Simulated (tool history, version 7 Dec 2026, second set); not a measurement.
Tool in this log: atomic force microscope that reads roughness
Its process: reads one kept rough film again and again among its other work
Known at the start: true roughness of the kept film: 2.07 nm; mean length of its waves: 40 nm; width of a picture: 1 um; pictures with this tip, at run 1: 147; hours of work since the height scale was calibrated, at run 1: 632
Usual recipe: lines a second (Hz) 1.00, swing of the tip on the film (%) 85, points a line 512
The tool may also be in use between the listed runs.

| run | day | lines a second (Hz) | swing of the tip on the film (%) | points a line | pictures with this tip | hours of work since the height scale was calibrated | roughness of the kept film (nm (root mean square)) |
|---|---|---|---|---|---|---|---|
| 1 | 0.000 | 1.00 | 85 | 512 | 147 | 632 | 1.719 |
| 2 | 0.750 | 1.00 | 85 | 512 | 180 | 644 | 1.711 |
| 3 | 1.958 | 0.85 | 85 | 512 | 233 | 663 | 1.670 |
|  | 2.958 | new tip fitted |
| 4 | 2.971 | 0.85 | 85 | 512 | 1 | 679 | 1.881 |
| 5 | 4.117 | 0.85 | 85 | 512 | 51 | 697 | 1.830 |
| 6 | 4.971 | 0.85 | 85 | 512 | 88 | 710 | 1.796 |
| 7 | 6.188 | 0.85 | 85 | 512 | 142 | 729 | 1.760 |
| 8 | 7.154 | 0.85 | 85 | 512 | 184 | 745 | 1.718 |
| 9 | 7.683 | 1.00 | 64 | 512 | 207 | 753 | 1.749 |
| 10 | 8.638 | 1.00 | 64 | 512 | 249 | 768 | 1.708 |
|  | 9.242 | new tip fitted |
| 11 | 9.550 | 1.00 | 64 | 512 | 14 | 782 | 1.912 |
| 12 | 10.725 | 2.54 | 85 | 512 | 65 | 801 | 1.700 |
| 13 | 11.896 | 2.54 | 85 | 898 | 117 | 819 | 1.672 |
| 14 | 12.983 | 1.43 | 61 | 371 | 164 | 836 | 1.780 |
| 15 | 14.258 | 0.86 | 62 | 949 | 220 | 857 | 1.743 |
|  | 15.558 | new tip fitted |
| 16 | 15.588 | 0.86 | 62 | 949 | 1 | 877 | 1.924 |
| 17 | 16.638 | 0.86 | 62 | 949 | 47 | 894 | 1.888 |
| 18 | 17.846 | 3.40 | 62 | 512 | 100 | 913 | 1.783 |
| 19 | 19.154 | 1.00 | 81 | 512 | 158 | 934 | 1.734 |
| 20 | 19.921 | 1.00 | 81 | 512 | 191 | 946 | 1.715 |
| 21 | 21.017 | 0.72 | 59 | 634 | 239 | 963 | 1.742 |
|  | 21.833 | new tip fitted |
| 22 | 22.221 | 0.95 | 90 | 642 | 17 | 982 | 1.845 |
| 23 | 22.996 | 1.64 | 83 | 522 | 51 | 994 | 1.796 |
| 24 | 24.096 | 1.64 | 83 | 522 | 99 | 1011 | 1.744 |

What if the next run were any one of these 3? Each begins from the tool's condition after run 24:
| A | 25.342 | 1.02 | 63 | 375 | 154 | 1031 | ? |
| B | 25.342 | 3.56 | 65 | 522 | 154 | 1031 | ? |
| C | 25.342 | 1.36 | 67 | 322 | 154 | 1031 | ? |

| run | roughness of the kept film (nm (root mean square)) |
|---|---|
| A | 1.785 |
| B | 1.710 |
| C | 1.741 |
Without the tool's unlogged condition, the same runs would have read:
| run | roughness of the kept film (nm (root mean square)) |
|---|---|
| A | 1.944 |
| B | 1.862 |
| C | 1.896 |

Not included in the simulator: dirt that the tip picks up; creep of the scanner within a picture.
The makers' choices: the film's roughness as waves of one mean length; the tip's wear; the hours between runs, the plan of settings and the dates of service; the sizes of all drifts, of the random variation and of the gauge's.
